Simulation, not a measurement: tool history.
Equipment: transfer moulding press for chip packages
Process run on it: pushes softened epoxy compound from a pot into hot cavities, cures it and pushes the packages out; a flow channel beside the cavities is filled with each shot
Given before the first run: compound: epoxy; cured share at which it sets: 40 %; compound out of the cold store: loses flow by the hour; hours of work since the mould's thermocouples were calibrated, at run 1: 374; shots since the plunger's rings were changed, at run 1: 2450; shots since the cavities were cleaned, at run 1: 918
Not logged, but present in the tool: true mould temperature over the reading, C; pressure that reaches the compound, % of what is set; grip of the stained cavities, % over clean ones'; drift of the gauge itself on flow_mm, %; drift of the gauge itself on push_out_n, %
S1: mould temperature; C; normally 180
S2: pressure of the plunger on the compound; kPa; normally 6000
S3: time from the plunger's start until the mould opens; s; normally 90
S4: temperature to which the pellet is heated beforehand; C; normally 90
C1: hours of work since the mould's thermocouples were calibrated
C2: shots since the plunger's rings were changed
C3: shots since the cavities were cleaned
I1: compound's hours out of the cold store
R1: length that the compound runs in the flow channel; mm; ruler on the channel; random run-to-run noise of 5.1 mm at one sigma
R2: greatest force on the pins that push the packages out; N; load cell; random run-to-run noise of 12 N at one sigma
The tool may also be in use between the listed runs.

run	hour	S1	S2	S3	S4	C1	C2	C3	I1	R1	R2
1	0	180	6000	90	90	374	2450	918	21.3	525	917
2	15.7	180	6700	90	90	384	2662	1130	34.9	521	874
# hour 18.1: cavities cleaned with cleaning compound and waxed
3	30.1	180	6700	90	90	392	2835	162	26.2	529	655
4	37.6	177	6700	90	90	396	2936	263	37	519	790
5	48.5	177	6700	90	86	403	3084	411	20.4	542	893
6	64.2	180	6000	90	90	413	3296	623	47.5	469	833
7	74.4	183	6000	90	90	419	3433	760	15.2	508	796
8	88.2	180	7130	90	90	427	3619	946	46.7	502	866
# hour 104.2: cavities cleaned with cleaning compound and waxed
9	107.2	180	6000	90	90	438	3856	42	14.6	517	615
10	119.8	180	6000	90	90	446	4025	211	8	527	721
11	130.3	180	5850	90	90	452	4167	353	38	474	761
12	144.3	180	6000	90	90	461	4355	541	43.6	457	788
# hour 147.6: mould's thermocouples calibrated
13	159.4	180	6000	90	90	7	4532	718	36.7	475	870
14	167.1	180	6000	90	90	12	4637	823	23.7	489	911
# hour 175.4: plunger's sealing rings changed
15	177.7	175	5250	90	90	17	32	932	36.9	497	1193
16	186.9	180	6190	90	90	23	155	1055	36.2	522	898
# hour 194.7: cavities cleaned with cleaning compound and waxed
17	199.8	188	6190	90	90	30	309	69	32.7	516	498
18	208.3	180	6000	82	97	35	424	184	15.9	563	822
19	222.7	180	7150	84	97	44	617	377	28.1	581	837
# hour 230.1: mould's thermocouples calibrated, once more
20	232.6	180	6000	129	90	2	725	485	25.4	525	630
21	247.5	186	5140	89	81	11	925	685	29	471	728
22	261.7	180	6000	84	91	19	1116	876	24.8	518	992
23	270.1	180	6990	84	91	25	1230	990	32.4	552	983
# hour 283.1: cavities cleaned with cleaning compound and waxed
24	288.1	180	6990	84	91	35	1452	67	27	563	631
25	302.3	180	6990	84	91	44	1644	259	29.8	552	762
26	317.2	180	6990	84	91	53	1845	460	8.8	593	877
27	333.2	180	6990	84	91	63	2061	676	20.2	561	937
28	342	180	6990	84	91	68	2179	794	17	574	995

Forecast each of these 5 alternatives for the next run:
A	352.7	180	6990	125	91	75	2323	938	29.1	?	?
B	352.7	175	5320	84	91	75	2323	938	34.6	?	?
C	352.7	180	5680	90	90	75	2323	938	37.7	?	?
D	352.7	174	6990	116	83	75	2323	938	47.4	?	?
E	352.7	180	6160	82	91	75	2323	938	43.2	?	?

run	R1	R2
A	542	712
B	475	1292
C	473	841
D	529	776
E	484	947
Take away the tool's hidden state, keep each run's random variation, and the runs would have read:
run	R1	R2
A	567	444
B	497	825
C	495	533
D	553	489
E	507	601

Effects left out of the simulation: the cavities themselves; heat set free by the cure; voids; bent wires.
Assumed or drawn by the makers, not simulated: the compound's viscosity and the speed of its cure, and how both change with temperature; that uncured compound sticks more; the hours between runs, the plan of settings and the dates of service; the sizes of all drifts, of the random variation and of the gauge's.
